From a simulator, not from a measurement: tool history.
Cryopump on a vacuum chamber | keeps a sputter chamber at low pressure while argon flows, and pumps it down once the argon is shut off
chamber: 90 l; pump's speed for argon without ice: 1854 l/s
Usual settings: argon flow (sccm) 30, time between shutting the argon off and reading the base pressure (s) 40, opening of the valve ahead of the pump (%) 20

| run | hour | argon flow (sccm) | time between shutting the argon off and reading the base pressure (s) | opening of the valve ahead of the pump (%) | pressure while argon flows (Pa) | pressure after the wait (uPa) |
|---|---|---|---|---|---|---|
| 1 | 0.0 | 30 | 40 | 20 | 0.1403 | 1.52 |
| 2 | 74.2 | 30 | 40 | 50 | 0.0574 | 1.48 |
| 3 | 121.1 | 30 | 40 | 20 | 0.1407 | 1.55 |
| 4 | 159.5 | 30 | 40 | 20 | 0.1418 | 1.59 |
| 5 | 209.3 | 30 | 152 | 20 | 0.1404 | 0.71 |
| 6 | 255.9 | 30 | 40 | 20 | 0.1421 | 1.59 |
| 7 | 297.1 | 32 | 40 | 20 | 0.1516 | 1.56 |
| 8 | 346.9 | 32 | 40 | 20 | 0.1511 | 1.55 |
| 9 | 395.6 | 32 | 40 | 20 | 0.1511 | 1.63 |
| 10 | 455.5 | 60 | 25 | 20 | 0.2862 | 2.36 |
| 11 | 513.4 | 30 | 40 | 48 | 0.0640 | 1.62 |
|  | 522.2 | leaking fittings of the chamber tightened, without venting |
| 12 | 570.6 | 42 | 131 | 32 | 0.1296 | 0.59 |
| 13 | 640.8 | 30 | 184 | 26 | 0.1128 | 0.48 |
| 14 | 722.9 | 23 | 27 | 29 | 0.0789 | 2.00 |
| 15 | 789.9 | 23 | 27 | 29 | 0.0789 | 2.02 |
|  | 827.3 | pump warmed up, emptied and cooled again |
| 16 | 869.9 | 40 | 40 | 20 | 0.1841 | 1.42 |
| 17 | 912.8 | 40 | 40 | 20 | 0.1827 | 1.36 |

3 ways to go on from here, each from the tool as it stands after run 17. What would each give?
| A | 954.2 | 51 | 261 | 32 | ? | ? |
| B | 954.2 | 25 | 40 | 20 | ? | ? |
| C | 954.2 | 51 | 107 | 28 | ? | ? |

| run | pressure while argon flows (Pa) | pressure after the wait (uPa) |
|---|---|---|
| A | 0.1464 | 0.41 |
| B | 0.1145 | 1.39 |
| C | 0.1683 | 0.68 |
Without the tool's hidden state the same runs would have given:
| run | pressure while argon flows (Pa) | pressure after the wait (uPa) |
|---|---|---|
| A | 0.1445 | 0.33 |
| B | 0.1136 | 1.32 |
| C | 0.1664 | 0.60 |

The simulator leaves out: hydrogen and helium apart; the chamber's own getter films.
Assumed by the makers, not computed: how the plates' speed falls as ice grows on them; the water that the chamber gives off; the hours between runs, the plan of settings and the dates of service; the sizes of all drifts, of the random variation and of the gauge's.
